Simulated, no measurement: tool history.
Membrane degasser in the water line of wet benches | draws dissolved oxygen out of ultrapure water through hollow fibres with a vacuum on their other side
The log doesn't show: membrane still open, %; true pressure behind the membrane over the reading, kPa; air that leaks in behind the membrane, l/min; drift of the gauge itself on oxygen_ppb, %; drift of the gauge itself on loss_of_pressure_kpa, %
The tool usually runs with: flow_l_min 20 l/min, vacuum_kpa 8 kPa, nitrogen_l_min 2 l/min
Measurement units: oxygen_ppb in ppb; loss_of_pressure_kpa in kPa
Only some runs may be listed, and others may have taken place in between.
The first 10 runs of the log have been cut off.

| run | hour | flow_l_min | vacuum_kpa | nitrogen_l_min | hours since the membrane was changed | hours since the vacuum gauge was calibrated | hours since the vacuum lines were made tight | oxygen_ppb | loss_of_pressure_kpa |
|---|---|---|---|---|---|---|---|---|---|
| 11 | 620.2 | 29 | 8 | 2 | 2196 | 4818 | 3408 | 293.5 | 89.88 |
| 12 | 685.1 | 29 | 8 | 2 | 2261 | 4882 | 3473 | 292 | 89.66 |
| 13 | 764 | 29 | 8 | 2 | 2340 | 4961 | 3552 | 294 | 90.03 |
| 14 | 824.4 | 20 | 5.42 | 2 | 2401 | 5022 | 3612 | 103 | 61.99 |
| 15 | 884.8 | 20 | 8 | 2 | 2461 | 5082 | 3672 | 161.1 | 62.08 |
| 16 | 928.7 | 20 | 8 | 2 | 2505 | 5126 | 3716 | 161.5 | 61.77 |
| 17 | 981.8 | 20 | 8 | 2 | 2558 | 5179 | 3769 | 161.2 | 62.17 |
| 18 | 1035.5 | 20 | 8 | 2 | 2612 | 5233 | 3823 | 161 | 62.18 |
| 19 | 1082.4 | 20 | 13.39 | 2 | 2659 | 5280 | 3870 | 285 | 61.62 |
| 20 | 1118.3 | 17 | 15.79 | 2 | 2694 | 5316 | 3906 | 281.8 | 52.63 |
| 21 | 1204.6 | 17 | 8 | 1.69 | 2781 | 5402 | 3992 | 139.4 | 53.12 |
| 22 | 1241.3 | 32 | 8 | 3.46 | 2817 | 5439 | 4029 | 281.6 | 99.63 |
| 23 | 1289.1 | 16 | 8 | 3.46 | 2865 | 5486 | 4077 | 78.5 | 49.8 |
| 24 | 1336.8 | 15 | 7.73 | 2.34 | 2913 | 5534 | 4124 | 89.5 | 47.13 |
| 25 | 1395.6 | 15 | 7.73 | 2.34 | 2972 | 5593 | 4183 | 90.5 | 46.61 |
| 26 | 1453.5 | 20 | 5.91 | 2 | 3030 | 5651 | 4241 | 114 | 61.96 |
| 27 | 1501.9 | 20 | 14.01 | 2 | 3078 | 5699 | 4290 | 298.1 | 61.93 |
| 28 | 1563.8 | 24 | 14.01 | 3.72 | 3140 | 5761 | 4351 | 253.9 | 74.31 |
| 29 | 1626.2 | 24 | 14.01 | 3.72 | 3202 | 5824 | 4414 | 251.8 | 74.89 |
| 30 | 1684.2 | 31 | 17.7 | 3.72 | 3260 | 5882 | 4472 | 432.8 | 96.78 |
| 31 | 1729.1 | 26 | 8.11 | 4.41 | 3305 | 5926 | 4517 | 175.1 | 81.04 |
| 32 | 1796.1 | 26 | 8.11 | 4.41 | 3372 | 5993 | 4584 | 173 | 80.8 |

Alternative continuations, all from the tool just after run 32; predict every row:
| A | 1884.1 | 24 | 5.11 | 2 | 3460 | 6081 | 4672 | ? | ? |
| B | 1884.1 | 21 | 8 | 3.15 | 3460 | 6081 | 4672 | ? | ? |
| C | 1884.1 | 20 | 8 | 1.92 | 3460 | 6081 | 4672 | ? | ? |
| D | 1884.1 | 20 | 16.44 | 4.13 | 3460 | 6081 | 4672 | ? | ? |

| run | oxygen_ppb | loss_of_pressure_kpa |
|---|---|---|
| A | 139.2 | 74.66 |
| B | 135.2 | 65.3 |
| C | 165.9 | 61.95 |
| D | 203 | 62.17 |
The same runs, with their run-to-run variation unchanged, on a tool lacking any hidden condition would have given:
| run | oxygen_ppb | loss_of_pressure_kpa |
|---|---|---|
| A | 133.7 | 74 |
| B | 130.9 | 64.71 |
| C | 161 | 61.4 |
| D | 198.3 | 61.62 |

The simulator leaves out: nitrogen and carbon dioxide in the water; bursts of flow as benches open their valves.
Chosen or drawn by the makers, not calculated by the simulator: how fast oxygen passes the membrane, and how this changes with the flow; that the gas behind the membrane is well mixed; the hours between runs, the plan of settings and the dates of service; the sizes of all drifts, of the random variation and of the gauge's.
